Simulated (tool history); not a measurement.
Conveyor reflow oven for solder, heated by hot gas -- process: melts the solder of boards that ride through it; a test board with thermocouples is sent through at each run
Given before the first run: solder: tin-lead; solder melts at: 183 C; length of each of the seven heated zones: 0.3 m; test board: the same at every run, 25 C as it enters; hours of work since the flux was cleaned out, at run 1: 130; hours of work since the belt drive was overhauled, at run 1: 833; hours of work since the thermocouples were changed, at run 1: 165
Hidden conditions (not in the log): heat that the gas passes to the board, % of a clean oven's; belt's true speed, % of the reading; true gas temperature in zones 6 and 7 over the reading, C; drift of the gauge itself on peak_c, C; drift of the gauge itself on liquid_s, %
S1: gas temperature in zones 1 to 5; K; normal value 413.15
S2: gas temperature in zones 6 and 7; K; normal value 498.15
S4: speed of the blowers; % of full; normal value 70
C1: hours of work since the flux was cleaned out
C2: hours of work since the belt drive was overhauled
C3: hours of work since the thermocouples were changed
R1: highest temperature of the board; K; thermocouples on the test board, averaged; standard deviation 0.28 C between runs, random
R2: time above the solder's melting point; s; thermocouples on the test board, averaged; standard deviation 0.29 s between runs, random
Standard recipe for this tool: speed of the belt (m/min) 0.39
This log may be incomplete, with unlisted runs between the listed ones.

Run 1, hour 0: usual settings; C1 130; C2 833; C3 165. Result: R1 488.25 K, R2 71.7 s.
At hour 13.8: belt drive overhauled, speed set with a stopwatch.
Run 2, hour 31.7: usual settings but speed of the belt (m/min) 0.31; C1 152; C2 14; C3 187. Result: R1 493.25 K, R2 97.6 s.
Run 3, hour 58.6: usual settings; C1 173; C2 36; C3 208. Result: R1 488.75 K, R2 71.9 s.
Run 4, hour 89.8: usual settings but S4 86 % of full; C1 198; C2 60; C3 233. Result: R1 491.05 K, R2 75 s.
At hour 126.8: belt drive overhauled, speed set with a stopwatch, once more.
Run 5, hour 128.1: usual settings but S4 86 % of full; C1 225; C2 1; C3 260. Result: R1 490.55 K, R2 72.8 s.
At hour 136.7: flux residue cleaned out of gas plates and filters.
Run 6, hour 158.7: usual settings but speed of the belt (m/min) 0.374; C1 17; C2 21; C3 281. Result: R1 489.75 K, R2 74.3 s.
Run 7, hour 193.1: usual settings but S4 55 % of full; C1 45; C2 49; C3 308. Result: R1 486.05 K, R2 65.6 s.
Run 8, hour 232.7: usual settings but S4 55 % of full; C1 76; C2 80; C3 340. Result: R1 485.45 K, R2 65.6 s.
Run 9, hour 277.3: usual settings but S4 68 % of full; C1 112; C2 116; C3 375. Result: R1 488.05 K, R2 69.8 s.
Run 10, hour 318: usual settings but S4 68 % of full; C1 144; C2 148; C3 407. Result: R1 488.45 K, R2 70 s.
Run 11, hour 336.1: usual settings but S4 68 % of full; C1 159; C2 162; C3 422. Result: R1 488.05 K, R2 69.6 s.
Run 12, hour 373: usual settings but S2 507.15 K, S4 60 % of full; C1 188; C2 192; C3 451. Result: R1 495.05 K, R2 75 s.
Run 13, hour 409.1: usual settings but S2 507.15 K, S4 60 % of full; C1 216; C2 220; C3 480. Result: R1 495.15 K, R2 75.3 s.
At hour 429.5: flux residue cleaned out of gas plates and filters.
Run 14, hour 433.6: usual settings but S1 415.15 K, S2 507.15 K, S4 62 % of full; C1 3; C2 236; C3 495. Result: R1 496.55 K, R2 77.6 s.
Run 15, hour 459.5: usual settings but S1 415.15 K, S2 507.15 K, S4 74 % of full; C1 24; C2 257; C3 516. Result: R1 499.25 K, R2 79.3 s.
Run 16, hour 479.4: usual settings but S1 402.15 K, S4 78 % of full; C1 40; C2 272; C3 532. Result: R1 489.75 K, R2 68.1 s.
Run 17, hour 515: usual settings but S1 402.15 K, S2 495.15 K, speed of the belt (m/min) 0.399; C1 68; C2 301; C3 560. Result: R1 484.75 K, R2 61.2 s.
Run 18, hour 550.4: usual settings but S1 412.15 K, speed of the belt (m/min) 0.322, S4 77 % of full; C1 96; C2 329; C3 588. Result: R1 494.45 K, R2 94.1 s.
Run 19, hour 586.9: usual settings but S2 491.15 K, speed of the belt (m/min) 0.406, S4 61 % of full; C1 125; C2 358; C3 617. Result: R1 480.85 K, R2 58.9 s.
Run 20, hour 621.3: usual settings but S1 403.15 K, S2 513.15 K; C1 152; C2 385; C3 645. Result: R1 502.75 K, R2 77.4 s.

Alternative continuations, all from the tool just after run 20; predict every row:
Run A, hour 650.9: usual settings but S1 419.15 K, S2 513.15 K, S4 85 % of full; C1 176; C2 409; C3 668. Result: R1 ?, R2 ?.
Run B, hour 650.9: usual settings but S4 59 % of full; C1 176; C2 409; C3 668. Result: R1 ?, R2 ?.
Run C, hour 650.9: usual settings but S1 403.15 K, S2 513.15 K, S4 86 % of full; C1 176; C2 409; C3 668. Result: R1 ?, R2 ?.
Run D, hour 650.9: usual settings but S4 56 % of full; C1 176; C2 409; C3 668. Result: R1 ?, R2 ?.

run      R1    R2
  A  506.55    86
  B  487.45  69.4
  C  505.45  80.1
  D  486.45  67.9
The same runs, with their run-to-run variation unchanged, on a tool lacking any hidden condition would have given:
run      R1    R2
  A  504.15    84
  B  485.05  66.5
  C  503.15  78.1
  D  484.15    65
